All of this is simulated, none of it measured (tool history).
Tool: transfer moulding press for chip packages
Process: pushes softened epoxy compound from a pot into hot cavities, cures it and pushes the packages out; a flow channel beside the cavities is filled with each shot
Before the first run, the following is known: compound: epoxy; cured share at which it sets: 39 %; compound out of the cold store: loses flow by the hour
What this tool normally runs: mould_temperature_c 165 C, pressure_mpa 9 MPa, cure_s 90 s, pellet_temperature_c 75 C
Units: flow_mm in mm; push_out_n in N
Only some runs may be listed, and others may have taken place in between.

| run | hour | mould_temperature_c | pressure_mpa | cure_s | pellet_temperature_c | incoming compound's hours out of the cold store | flow_mm | push_out_n |
|---|---|---|---|---|---|---|---|---|
| 1 | 0 | 165 | 9 | 90 | 75 | 29.9 | 508 | 521 |
|  | 27.6 | cavities cleaned with cleaning compound and waxed |
| 2 | 45.7 | 165 | 9 | 119 | 75 | 31.8 | 503 | 404 |
|  | 55.5 | plunger's sealing rings changed |
| 3 | 85.7 | 165 | 9 | 87 | 75 | 39.8 | 481 | 525 |
|  | 103.6 | cavities cleaned with cleaning compound and waxed |
| 4 | 112.5 | 165 | 9 | 87 | 75 | 33 | 499 | 549 |
| 5 | 158.2 | 165 | 9 | 90 | 75 | 15.8 | 550 | 560 |
|  | 179.9 | cavities cleaned with cleaning compound and waxed |
| 6 | 188.1 | 165 | 9 | 90 | 75 | 13.2 | 560 | 560 |
| 7 | 217.1 | 165 | 9 | 90 | 75 | 40.3 | 483 | 522 |
|  | 226.2 | plunger's sealing rings changed |
|  | 255.3 | cavities cleaned with cleaning compound and waxed |
| 8 | 255.3 | 165 | 9 | 90 | 67 | 45.1 | 468 | 533 |
| 9 | 296.7 | 165 | 9 | 73 | 75 | 34.1 | 497 | 806 |
| 10 | 319.8 | 169 | 9 | 73 | 75 | 43.4 | 463 | 626 |
|  | 329.3 | cavities cleaned with cleaning compound and waxed |
| 11 | 350.1 | 169 | 9 | 73 | 75 | 38.1 | 479 | 599 |
|  | 395.9 | plunger's sealing rings changed |
|  | 408 | cavities cleaned with cleaning compound and waxed |
| 12 | 411 | 165 | 9 | 90 | 75 | 41.2 | 480 | 529 |
| 13 | 446 | 158 | 9 | 90 | 75 | 29.8 | 522 | 855 |
|  | 480.2 | cavities cleaned with cleaning compound and waxed |
| 14 | 502.8 | 160 | 9 | 76 | 67 | 37.9 | 496 | 1050 |
| 15 | 538.3 | 171 | 9 | 94 | 67 | 27.9 | 504 | 433 |
|  | 552.1 | cavities cleaned with cleaning compound and waxed |
|  | 571.8 | plunger's sealing rings changed |
| 16 | 592 | 171 | 9 | 97 | 67 | 38.5 | 477 | 427 |
|  | 628.7 | cavities cleaned with cleaning compound and waxed |
| 17 | 644.4 | 168 | 9 | 71 | 83 | 27.3 | 512 | 697 |
| 18 | 698.2 | 165 | 9.54 | 90 | 80 | 48 | 473 | 529 |
|  | 704.1 | cavities cleaned with cleaning compound and waxed |
| 19 | 729.8 | 165 | 9.54 | 90 | 80 | 30.9 | 520 | 522 |
|  | 738.2 | mould's thermocouples calibrated |
|  | 744.4 | plunger's sealing rings changed |
| 20 | 760.9 | 165 | 9.54 | 90 | 80 | 45.3 | 480 | 499 |
|  | 780.6 | cavities cleaned with cleaning compound and waxed |
| 21 | 794 | 161 | 9.54 | 103 | 80 | 38.4 | 505 | 539 |
| 22 | 850.1 | 165 | 9 | 90 | 83 | 39.8 | 481 | 521 |
|  | 856.6 | cavities cleaned with cleaning compound and waxed |
| 23 | 893.3 | 166 | 10.08 | 103 | 67 | 14 | 590 | 473 |
|  | 914.6 | plunger's sealing rings changed |
|  | 934.2 | cavities cleaned with cleaning compound and waxed |
| 24 | 941.4 | 160 | 8.73 | 103 | 67 | 19.2 | 543 | 585 |
| 25 | 977.4 | 160 | 8.73 | 103 | 78 | 46.5 | 465 | 551 |
|  | 1007.6 | cavities cleaned with cleaning compound and waxed |
| 26 | 1015.8 | 165 | 9 | 90 | 85 | 46.8 | 462 | 523 |

What if the next run were any one of these 3? Each begins from the tool's condition after run 26:
| A | 1049.3 | 169 | 10.67 | 121 | 75 | 18.8 | ? | ? |
| B | 1049.3 | 162 | 10.4 | 90 | 75 | 22.1 | ? | ? |
| C | 1049.3 | 165 | 9 | 112 | 85 | 18.4 | ? | ? |

| run | flow_mm | push_out_n |
|---|---|---|
| A | 583 | 391 |
| B | 579 | 620 |
| C | 543 | 440 |
Stripped of hidden state, with their random variation kept, the same runs would have yielded:
| run | flow_mm | push_out_n |
|---|---|---|
| A | 583 | 388 |
| B | 579 | 616 |
| C | 543 | 437 |
